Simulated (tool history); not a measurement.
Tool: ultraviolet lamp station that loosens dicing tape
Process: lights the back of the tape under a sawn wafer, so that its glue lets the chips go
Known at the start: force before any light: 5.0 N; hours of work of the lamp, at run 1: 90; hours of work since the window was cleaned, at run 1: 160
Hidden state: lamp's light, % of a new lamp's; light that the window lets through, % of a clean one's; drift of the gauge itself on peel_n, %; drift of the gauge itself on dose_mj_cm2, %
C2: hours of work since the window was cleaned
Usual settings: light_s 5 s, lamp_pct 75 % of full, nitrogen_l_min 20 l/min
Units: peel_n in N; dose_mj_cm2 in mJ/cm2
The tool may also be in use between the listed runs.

{"run": 1, "hour": 0.0, "light_s": 5, "lamp_pct": 75, "nitrogen_l_min": 20, "hours of work of the lamp": 90, "C2": 160, "peel_n": 0.444, "dose_mj_cm2": 470}
{"run": 2, "hour": 75.4, "light_s": 5, "lamp_pct": 80, "nitrogen_l_min": 20, "hours of work of the lamp": 139, "C2": 209, "peel_n": 0.43, "dose_mj_cm2": 465}
{"hour": 80.5, "done": "window cleaned of glue's vapour"}
{"run": 3, "hour": 114.2, "light_s": 6, "lamp_pct": 75, "nitrogen_l_min": 20, "hours of work of the lamp": 164, "C2": 22, "peel_n": 0.312, "dose_mj_cm2": 587}
{"run": 4, "hour": 152.5, "light_s": 5, "lamp_pct": 91, "nitrogen_l_min": 20, "hours of work of the lamp": 189, "C2": 47, "peel_n": 0.309, "dose_mj_cm2": 590}
{"run": 5, "hour": 192.0, "light_s": 5, "lamp_pct": 91, "nitrogen_l_min": 20, "hours of work of the lamp": 214, "C2": 72, "peel_n": 0.324, "dose_mj_cm2": 567}
{"run": 6, "hour": 248.2, "light_s": 5, "lamp_pct": 72, "nitrogen_l_min": 20, "hours of work of the lamp": 251, "C2": 109, "peel_n": 0.524, "dose_mj_cm2": 430}
{"run": 7, "hour": 315.8, "light_s": 5, "lamp_pct": 72, "nitrogen_l_min": 20, "hours of work of the lamp": 295, "C2": 153, "peel_n": 0.555, "dose_mj_cm2": 406}
{"run": 8, "hour": 349.2, "light_s": 5, "lamp_pct": 72, "nitrogen_l_min": 20, "hours of work of the lamp": 316, "C2": 174, "peel_n": 0.576, "dose_mj_cm2": 394}
{"run": 9, "hour": 395.8, "light_s": 5, "lamp_pct": 75, "nitrogen_l_min": 20, "hours of work of the lamp": 347, "C2": 204, "peel_n": 0.584, "dose_mj_cm2": 398}
{"hour": 404.2, "done": "window cleaned of glue's vapour"}
{"run": 10, "hour": 433.2, "light_s": 5, "lamp_pct": 75, "nitrogen_l_min": 20, "hours of work of the lamp": 371, "C2": 19, "peel_n": 0.428, "dose_mj_cm2": 474}
{"run": 11, "hour": 468.2, "light_s": 5, "lamp_pct": 66, "nitrogen_l_min": 20, "hours of work of the lamp": 393, "C2": 42, "peel_n": 0.568, "dose_mj_cm2": 403}
{"run": 12, "hour": 512.0, "light_s": 5, "lamp_pct": 66, "nitrogen_l_min": 20, "hours of work of the lamp": 422, "C2": 70, "peel_n": 0.606, "dose_mj_cm2": 392}
{"run": 13, "hour": 563.9, "light_s": 4, "lamp_pct": 66, "nitrogen_l_min": 20, "hours of work of the lamp": 455, "C2": 104, "peel_n": 0.919, "dose_mj_cm2": 301}
{"run": 14, "hour": 641.8, "light_s": 4, "lamp_pct": 66, "nitrogen_l_min": 20, "hours of work of the lamp": 506, "C2": 154, "peel_n": 0.975, "dose_mj_cm2": 281}
{"run": 15, "hour": 691.6, "light_s": 5, "lamp_pct": 75, "nitrogen_l_min": 20, "hours of work of the lamp": 538, "C2": 186, "peel_n": 0.605, "dose_mj_cm2": 386}
{"hour": 729.1, "done": "window cleaned of glue's vapour"}
{"run": 16, "hour": 742.6, "light_s": 3, "lamp_pct": 75, "nitrogen_l_min": 20, "hours of work of the lamp": 571, "C2": 9, "peel_n": 1.031, "dose_mj_cm2": 270}
{"run": 17, "hour": 792.0, "light_s": 3, "lamp_pct": 75, "nitrogen_l_min": 20, "hours of work of the lamp": 603, "C2": 41, "peel_n": 1.087, "dose_mj_cm2": 257}
{"run": 18, "hour": 824.9, "light_s": 5, "lamp_pct": 75, "nitrogen_l_min": 20, "hours of work of the lamp": 624, "C2": 62, "peel_n": 0.532, "dose_mj_cm2": 423}
{"run": 19, "hour": 858.0, "light_s": 5, "lamp_pct": 75, "nitrogen_l_min": 20, "hours of work of the lamp": 646, "C2": 84, "peel_n": 0.557, "dose_mj_cm2": 411}
{"run": 20, "hour": 890.8, "light_s": 5, "lamp_pct": 75, "nitrogen_l_min": 20, "hours of work of the lamp": 667, "C2": 105, "peel_n": 0.581, "dose_mj_cm2": 399}
{"run": 21, "hour": 942.2, "light_s": 5, "lamp_pct": 75, "nitrogen_l_min": 20, "hours of work of the lamp": 700, "C2": 138, "peel_n": 0.619, "dose_mj_cm2": 385}
{"run": 22, "hour": 997.7, "light_s": 5, "lamp_pct": 75, "nitrogen_l_min": 20, "hours of work of the lamp": 736, "C2": 174, "peel_n": 0.653, "dose_mj_cm2": 364}
{"run": 23, "hour": 1048.9, "light_s": 4, "lamp_pct": 96, "nitrogen_l_min": 15, "hours of work of the lamp": 770, "C2": 207, "peel_n": 0.742, "dose_mj_cm2": 359}
{"hour": 1055.9, "done": "window cleaned of glue's vapour"}
{"run": 24, "hour": 1081.6, "light_s": 4, "lamp_pct": 96, "nitrogen_l_min": 15, "hours of work of the lamp": 790, "C2": 17, "peel_n": 0.566, "dose_mj_cm2": 421}
{"run": 25, "hour": 1113.3, "light_s": 2, "lamp_pct": 77, "nitrogen_l_min": 15, "hours of work of the lamp": 811, "C2": 37, "peel_n": 1.998, "dose_mj_cm2": 164}
{"run": 26, "hour": 1155.2, "light_s": 4, "lamp_pct": 77, "nitrogen_l_min": 7, "hours of work of the lamp": 838, "C2": 64, "peel_n": 1.19, "dose_mj_cm2": 320}
{"run": 27, "hour": 1229.8, "light_s": 4, "lamp_pct": 96, "nitrogen_l_min": 10, "hours of work of the lamp": 887, "C2": 113, "peel_n": 0.809, "dose_mj_cm2": 373}
{"run": 28, "hour": 1288.3, "light_s": 3, "lamp_pct": 88, "nitrogen_l_min": 12, "hours of work of the lamp": 925, "C2": 151, "peel_n": 1.403, "dose_mj_cm2": 248}
{"run": 29, "hour": 1325.7, "light_s": 3, "lamp_pct": 88, "nitrogen_l_min": 12, "hours of work of the lamp": 949, "C2": 175, "peel_n": 1.414, "dose_mj_cm2": 238}
{"hour": 1382.7, "done": "window cleaned of glue's vapour"}
{"run": 30, "hour": 1384.3, "light_s": 4, "lamp_pct": 89, "nitrogen_l_min": 12, "hours of work of the lamp": 986, "C2": 1, "peel_n": 0.772, "dose_mj_cm2": 365}
{"run": 31, "hour": 1440.1, "light_s": 2, "lamp_pct": 90, "nitrogen_l_min": 10, "hours of work of the lamp": 1023, "C2": 37, "peel_n": 2.054, "dose_mj_cm2": 177}
{"run": 32, "hour": 1479.9, "light_s": 2, "lamp_pct": 83, "nitrogen_l_min": 7, "hours of work of the lamp": 1048, "C2": 63, "peel_n": 2.439, "dose_mj_cm2": 160}
{"run": 33, "hour": 1538.2, "light_s": 6, "lamp_pct": 73, "nitrogen_l_min": 20, "hours of work of the lamp": 1086, "C2": 101, "peel_n": 0.569, "dose_mj_cm2": 405}
{"run": 34, "hour": 1573.3, "light_s": 2, "lamp_pct": 75, "nitrogen_l_min": 32, "hours of work of the lamp": 1109, "C2": 124, "peel_n": 2.111, "dose_mj_cm2": 133}
{"run": 35, "hour": 1610.3, "light_s": 2, "lamp_pct": 75, "nitrogen_l_min": 32, "hours of work of the lamp": 1133, "C2": 148, "peel_n": 2.232, "dose_mj_cm2": 126}
{"run": 36, "hour": 1662.7, "light_s": 2, "lamp_pct": 75, "nitrogen_l_min": 32, "hours of work of the lamp": 1167, "C2": 182, "peel_n": 2.17, "dose_mj_cm2": 125}
{"hour": 1708.8, "done": "window cleaned of glue's vapour"}
{"run": 37, "hour": 1734.7, "light_s": 5, "lamp_pct": 74, "nitrogen_l_min": 20, "hours of work of the lamp": 1213, "C2": 17, "peel_n": 0.734, "dose_mj_cm2": 350}
{"run": 38, "hour": 1779.7, "light_s": 3, "lamp_pct": 99, "nitrogen_l_min": 21, "hours of work of the lamp": 1243, "C2": 46, "peel_n": 1.04, "dose_mj_cm2": 266}
{"hour": 1797.3, "done": "lamp changed"}
{"run": 39, "hour": 1820.5, "light_s": 3, "lamp_pct": 99, "nitrogen_l_min": 21, "hours of work of the lamp": 15, "C2": 72, "peel_n": 0.585, "dose_mj_cm2": 394}
{"run": 40, "hour": 1893.9, "light_s": 3, "lamp_pct": 99, "nitrogen_l_min": 21, "hours of work of the lamp": 63, "C2": 119, "peel_n": 0.634, "dose_mj_cm2": 366}
{"run": 41, "hour": 1955.0, "light_s": 3, "lamp_pct": 99, "nitrogen_l_min": 21, "hours of work of the lamp": 102, "C2": 159, "peel_n": 0.711, "dose_mj_cm2": 351}
{"run": 42, "hour": 2000.4, "light_s": 3, "lamp_pct": 82, "nitrogen_l_min": 17, "hours of work of the lamp": 132, "C2": 188, "peel_n": 1.054, "dose_mj_cm2": 283}

4 ways to go on from here, each from the tool as it stands after run 42. What would each give?
{"hour": 2036.7, "done": "window cleaned of glue's vapour"}
{"run": "A", "hour": 2036.7, "light_s": 3, "lamp_pct": 70, "nitrogen_l_min": 9, "hours of work of the lamp": 155, "C2": 0, "peel_n": "?", "dose_mj_cm2": "?"}
{"hour": 2036.7, "done": "window cleaned of glue's vapour"}
{"run": "B", "hour": 2036.7, "light_s": 5, "lamp_pct": 75, "nitrogen_l_min": 24, "hours of work of the lamp": 155, "C2": 0, "peel_n": "?", "dose_mj_cm2": "?"}
{"hour": 2036.7, "done": "window cleaned of glue's vapour"}
{"run": "C", "hour": 2036.7, "light_s": 6, "lamp_pct": 82, "nitrogen_l_min": 17, "hours of work of the lamp": 155, "C2": 0, "peel_n": "?", "dose_mj_cm2": "?"}
{"hour": 2036.7, "done": "window cleaned of glue's vapour"}
{"run": "D", "hour": 2036.7, "light_s": 5, "lamp_pct": 75, "nitrogen_l_min": 27, "hours of work of the lamp": 155, "C2": 0, "peel_n": "?", "dose_mj_cm2": "?"}

run=A peel_n=1.325 dose_mj_cm2=282
run=B peel_n=0.375 dose_mj_cm2=499
run=C peel_n=0.268 dose_mj_cm2=662
run=D peel_n=0.357 dose_mj_cm2=502
Without the tool's hidden state the same runs would have given:
run=A peel_n=1.236 dose_mj_cm2=297
run=B peel_n=0.346 dose_mj_cm2=527
run=C peel_n=0.252 dose_mj_cm2=699
run=D peel_n=0.33 dose_mj_cm2=530
